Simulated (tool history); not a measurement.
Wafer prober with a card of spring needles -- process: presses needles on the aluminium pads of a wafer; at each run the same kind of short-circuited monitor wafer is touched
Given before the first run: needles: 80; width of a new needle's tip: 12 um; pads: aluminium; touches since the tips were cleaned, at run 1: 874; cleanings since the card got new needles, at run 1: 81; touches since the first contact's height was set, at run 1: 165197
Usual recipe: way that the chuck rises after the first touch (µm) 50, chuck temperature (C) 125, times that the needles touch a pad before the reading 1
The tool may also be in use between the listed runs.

| run | day | way that the chuck rises after the first touch (µm) | chuck temperature (C) | times that the needles touch a pad before the reading | touches since the tips were cleaned | cleanings since the card got new needles | touches since the first contact's height was set | resistance of one needle with its contact and lead (mohm) | way that a needle slides on the pad (µm) |
|---|---|---|---|---|---|---|---|---|---|
| 1 | 0 | 50 | 125 | 1 | 874 | 81 | 165197 | 214 | 7.47 |
|  | 0.3 | tips cleaned on abrasive film |
|  | 0.85 | tips cleaned on abrasive film |
| 2 | 1.271 | 50 | 38 | 1 | 1378 | 83 | 169339 | 226 | 7.73 |
|  | 1.471 | tips cleaned on abrasive film |
|  | 2.012 | tips cleaned on abrasive film |
| 3 | 2.079 | 50 | 38 | 1 | 216 | 85 | 171961 | 162 | 7.55 |
|  | 2.621 | tips cleaned on abrasive film |
| 4 | 2.8 | 50 | 38 | 1 | 581 | 86 | 174305 | 192 | 7.63 |
|  | 3.179 | tips cleaned on abrasive film |
| 5 | 3.392 | 40 | 125 | 1 | 695 | 87 | 176231 | 237 | 5.76 |
|  | 3.742 | tips cleaned on abrasive film |
| 6 | 4.183 | 50 | 125 | 1 | 1445 | 88 | 178810 | 238 | 7.52 |
|  | 4.338 | tips cleaned on abrasive film |
|  | 4.938 | tips cleaned on abrasive film |
| 7 | 4.938 | 50 | 125 | 1 | 0 | 90 | 181260 | 166 | 7.65 |
|  | 5.546 | tips cleaned on abrasive film |
| 8 | 5.946 | 50 | 125 | 1 | 1299 | 91 | 184547 | 229 | 7.58 |
|  | 6.179 | tips cleaned on abrasive film |
|  | 6.779 | tips cleaned on abrasive film |
| 9 | 6.804 | 50 | 93 | 1 | 85 | 93 | 187341 | 162 | 7.5 |
|  | 7.329 | tips cleaned on abrasive film |
| 10 | 7.421 | 50 | 93 | 1 | 299 | 94 | 189351 | 181 | 7.25 |
|  | 7.921 | tips cleaned on abrasive film |
| 11 | 8.125 | 50 | 93 | 1 | 673 | 95 | 191643 | 203 | 7.55 |
|  | 8.529 | tips cleaned on abrasive film |
| 12 | 8.988 | 50 | 125 | 1 | 1515 | 96 | 194461 | 241 | 7.32 |
|  | 9.079 | tips cleaned on abrasive film |
|  | 9.092 | height of the first contact set anew |
| 13 | 9.575 | 50 | 125 | 1 | 1577 | 97 | 1577 | 256 | 7.07 |
|  | 9.642 | tips cleaned on abrasive film |
|  | 10.179 | tips cleaned on abrasive film |
| 14 | 10.229 | 50 | 125 | 1 | 160 | 99 | 3699 | 175 | 7.17 |
|  | 10.771 | tips cleaned on abrasive film |
|  | 11.317 | tips cleaned on abrasive film |
| 15 | 11.342 | 33 | 41 | 1 | 89 | 101 | 7321 | 206 | 4.17 |
|  | 11.879 | tips cleaned on abrasive film |
| 16 | 12.304 | 50 | 39 | 1 | 1386 | 102 | 10457 | 261 | 6.87 |
|  | 12.454 | tips cleaned on abrasive film |
|  | 13.017 | tips cleaned on abrasive film |
| 17 | 13.396 | 50 | 81 | 1 | 1240 | 104 | 14008 | 251 | 6.91 |
|  | 13.646 | tips cleaned on abrasive film |
|  | 14.238 | tips cleaned on abrasive film |
| 18 | 14.425 | 50 | 81 | 1 | 621 | 106 | 17360 | 212 | 6.83 |
|  | 14.85 | tips cleaned on abrasive film |
|  | 14.983 | height of the first contact set anew, once more |
|  | 15.429 | tips cleaned on abrasive film |
| 19 | 15.583 | 31 | 33 | 3 | 505 | 108 | 1949 | 180 | 4.94 |
|  | 16.038 | tips cleaned on abrasive film |
|  | 16.612 | tips cleaned on abrasive film |
| 20 | 16.825 | 61 | 95 | 2 | 706 | 110 | 5998 | 163 | 9.84 |
|  | 17.212 | tips cleaned on abrasive film |
|  | 17.788 | tips cleaned on abrasive film |
| 21 | 17.788 | 61 | 95 | 2 | 0 | 112 | 9123 | 151 | 9.77 |
|  | 18.396 | tips cleaned on abrasive film |
| 22 | 18.538 | 61 | 95 | 2 | 453 | 113 | 11558 | 164 | 9.96 |
|  | 18.983 | tips cleaned on abrasive film |
| 23 | 19.367 | 61 | 95 | 2 | 1255 | 114 | 14263 | 178 | 9.89 |
|  | 19.558 | tips cleaned on abrasive film |
|  | 20.121 | tips cleaned on abrasive film |
| 24 | 20.462 | 51 | 85 | 2 | 1122 | 116 | 17832 | 191 | 8.25 |
|  | 20.688 | tips cleaned on abrasive film |
|  | 21.288 | tips cleaned on abrasive film |
| 25 | 21.788 | 51 | 121 | 2 | 1647 | 118 | 22155 | 205 | 8.05 |

3 options for the next run, each taken on its own from the tool as it stands now. Forecast them:
|  | 21.879 | tips cleaned on abrasive film |
|  | 22.5 | tips cleaned on abrasive film |
| A | 22.688 | 33 | 112 | 2 | 618 | 120 | 25072 | ? | ? |
|  | 21.879 | tips cleaned on abrasive film |
|  | 22.5 | tips cleaned on abrasive film |
| B | 22.688 | 51 | 81 | 2 | 618 | 120 | 25072 | ? | ? |
|  | 21.879 | tips cleaned on abrasive film |
|  | 22.5 | tips cleaned on abrasive film |
| C | 22.688 | 35 | 46 | 1 | 618 | 120 | 25072 | ? | ? |

| run | resistance of one needle with its contact and lead (mohm) | way that a needle slides on the pad (µm) |
|---|---|---|
| A | 218 | 5.5 |
| B | 172 | 8.16 |
| C | 246 | 5.58 |
Without the tool's unlogged condition, the same runs would have read:
| run | resistance of one needle with its contact and lead (mohm) | way that a needle slides on the pad (µm) |
|---|---|---|
| A | 158 | 5.6 |
| B | 143 | 8.26 |
| C | 148 | 5.68 |

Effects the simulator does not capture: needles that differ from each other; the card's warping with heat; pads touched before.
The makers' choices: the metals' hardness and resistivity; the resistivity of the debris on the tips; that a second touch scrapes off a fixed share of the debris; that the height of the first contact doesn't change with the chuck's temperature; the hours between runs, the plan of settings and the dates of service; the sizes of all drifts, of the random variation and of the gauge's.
